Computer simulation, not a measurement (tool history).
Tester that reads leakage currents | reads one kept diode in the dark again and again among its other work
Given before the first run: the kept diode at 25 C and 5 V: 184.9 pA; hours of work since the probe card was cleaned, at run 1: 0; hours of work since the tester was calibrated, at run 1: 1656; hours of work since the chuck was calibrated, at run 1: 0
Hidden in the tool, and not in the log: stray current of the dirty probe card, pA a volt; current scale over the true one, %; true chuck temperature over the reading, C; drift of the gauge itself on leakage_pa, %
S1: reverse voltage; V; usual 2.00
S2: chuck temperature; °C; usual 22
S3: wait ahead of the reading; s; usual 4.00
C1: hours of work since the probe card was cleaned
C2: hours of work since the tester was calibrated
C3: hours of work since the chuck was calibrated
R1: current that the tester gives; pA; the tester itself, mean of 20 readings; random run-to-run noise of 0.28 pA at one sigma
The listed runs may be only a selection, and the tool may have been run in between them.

run      day     S1  S2    S3    C1    C2   C3       R1
  1    0.000   2.00  22  4.00     0  1656    0    94.28
  2    7.942   2.00  22  4.00   124  1780  124    96.01
  3   16.283   2.00  22  4.00   255  1911  255    97.05
  4   23.179   2.00  22  4.00   362  2019  362    98.17
  5   32.038   2.00  22  4.00   501  2157  501    99.23
  6   41.092   2.00  22  4.00   643  2299  643   100.37
  7   48.762   2.00  22  4.00   762  2419  762   101.12
  8   58.629   2.00  22  4.00   917  2573  917   102.69
      62.217  -- chuck's temperature calibrated
  9   68.258   2.00  22  4.00  1066  2722   95    97.18
 10   74.946   2.00  22  4.00  1171  2827  199    97.90
 11   79.929   2.00  22  4.00  1248  2905  277    98.40
 12   89.012  10.91  22  4.00  1390  3047  419   239.73
 13   94.233  10.91  22  4.00  1472  3128  501   241.31
 14   98.825  10.91  22  4.00  1544  3200  572   242.22
 15  103.429  10.91  22  4.00  1616  3272  644   244.77
 16  112.804   2.00  34  4.00  1762  3419  791   241.34
 17  119.629   2.00  34  4.00  1869  3525  898   241.81
     124.454  -- chuck's temperature calibrated
 18  126.700   2.00  22  2.61  1978  3635   35    96.80
     130.617  -- tester calibrated
 19  136.167   4.73  52  7.15  2125    87  182  1109.23
 20  143.462   5.87  22  9.84  2239   201  296   168.23
 21  153.475   5.87  27  9.84  2396   357  452   245.86
 22  160.642   5.87  27  9.84  2508   469  565   248.41
     164.933  -- probe card cleaned and baked
 23  169.350   1.31  22  4.00    69   604  699    78.82
 24  176.104   1.31  22  4.00   175   709  804    79.83
 25  181.867   2.18  53  4.00   265   799  894   839.87
     187.196  -- chuck's temperature calibrated
 26  187.233   5.94  32  2.07   347   882    1   334.87
 27  195.092   5.94  32  2.07   470  1005  123   339.95
 28  203.925   5.94  32  2.07   608  1143  262   344.54
 29  209.542   9.63  40  4.00   696  1231  349   760.93
 30  216.071   9.63  40  4.00   798  1333  451   765.83
 31  224.379   9.63  40  4.00   928  1463  581   770.49
 32  229.875   7.62  58  0.71  1014  1549  667  2125.03
 33  236.975   7.62  58  7.09  1125  1660  778  2142.81
 34  245.892   3.26  22  4.68  1265  1799  918   130.38
     249.921  -- chuck's temperature calibrated
 35  253.775   5.07  56  4.68  1386  1921   60  1486.63

Branching from run 35: 3 alternative next runs. What would each branch give?
  A  263.467  2.00  27  8.49  1538  2073  212   ?
  B  263.467  5.07  26  4.68  1538  2073  212   ?
  C  263.467  2.64  22  2.07  1538  2073  212   ?

run      R1
  A  141.63
  B  211.76
  C  113.05
With the hidden condition removed and each run's random variation left untouched, the same runs would have given:
run      R1
  A  135.21
  B  200.60
  C  107.09
